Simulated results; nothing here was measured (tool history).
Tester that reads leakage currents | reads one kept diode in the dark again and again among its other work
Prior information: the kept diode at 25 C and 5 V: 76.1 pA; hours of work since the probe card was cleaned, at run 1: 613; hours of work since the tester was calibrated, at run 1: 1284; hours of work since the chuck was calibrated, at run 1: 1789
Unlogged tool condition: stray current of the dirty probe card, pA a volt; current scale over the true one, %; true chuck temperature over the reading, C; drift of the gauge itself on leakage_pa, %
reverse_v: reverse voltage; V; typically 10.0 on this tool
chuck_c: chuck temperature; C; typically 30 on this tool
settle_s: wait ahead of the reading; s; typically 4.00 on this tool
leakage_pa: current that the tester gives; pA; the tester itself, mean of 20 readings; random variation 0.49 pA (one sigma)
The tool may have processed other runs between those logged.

run	hour	reverse_v	chuck_c	settle_s	hours of work since the probe card was cleaned	hours of work since the tester was calibrated	hours of work since the chuck was calibrated	leakage_pa
1	0.0	10.0	30	4.00	613	1284	1789	163.53
2	55.0	10.0	44	4.00	648	1319	1824	448.58
3	110.9	10.0	44	4.00	683	1355	1860	452.39
4	190.9	10.0	44	4.00	734	1405	1910	453.46
5	246.3	10.0	44	4.00	769	1441	1946	451.59
6	289.3	10.0	30	4.00	797	1468	1973	164.35
7	352.2	10.0	30	4.00	837	1508	2013	163.76
# hour 419.9: chuck's temperature calibrated
8	419.9	10.0	30	2.75	878	1550	0	163.88
9	490.9	10.0	30	4.00	923	1595	45	163.51
10	563.8	10.0	30	7.54	970	1641	91	163.82
11	620.7	11.1	30	4.00	1006	1677	127	173.36
12	690.0	11.1	30	4.00	1050	1721	171	172.85
13	737.8	11.1	30	4.00	1080	1751	202	173.47
14	797.8	10.0	30	4.00	1118	1790	240	165.03
15	840.5	1.3	54	2.34	1145	1817	267	295.03
16	905.4	10.0	36	1.43	1187	1858	308	257.69
17	974.5	6.5	29	4.00	1230	1902	352	119.99
18	1055.6	10.0	30	4.76	1282	1953	404	163.63
19	1124.2	10.0	30	4.23	1326	1997	447	162.86
20	1187.8	10.0	30	4.23	1366	2037	488	163.71
21	1258.7	10.0	30	4.23	1411	2082	533	163.72

Estimate the outcome of run 22 from the log above:
22	1312.7	2.6	59	4.00	1445	2117	567	?

leakage_pa: 591.33 pA
Without the tool's hidden state the same run would have given leakage_pa 591.25 pA.

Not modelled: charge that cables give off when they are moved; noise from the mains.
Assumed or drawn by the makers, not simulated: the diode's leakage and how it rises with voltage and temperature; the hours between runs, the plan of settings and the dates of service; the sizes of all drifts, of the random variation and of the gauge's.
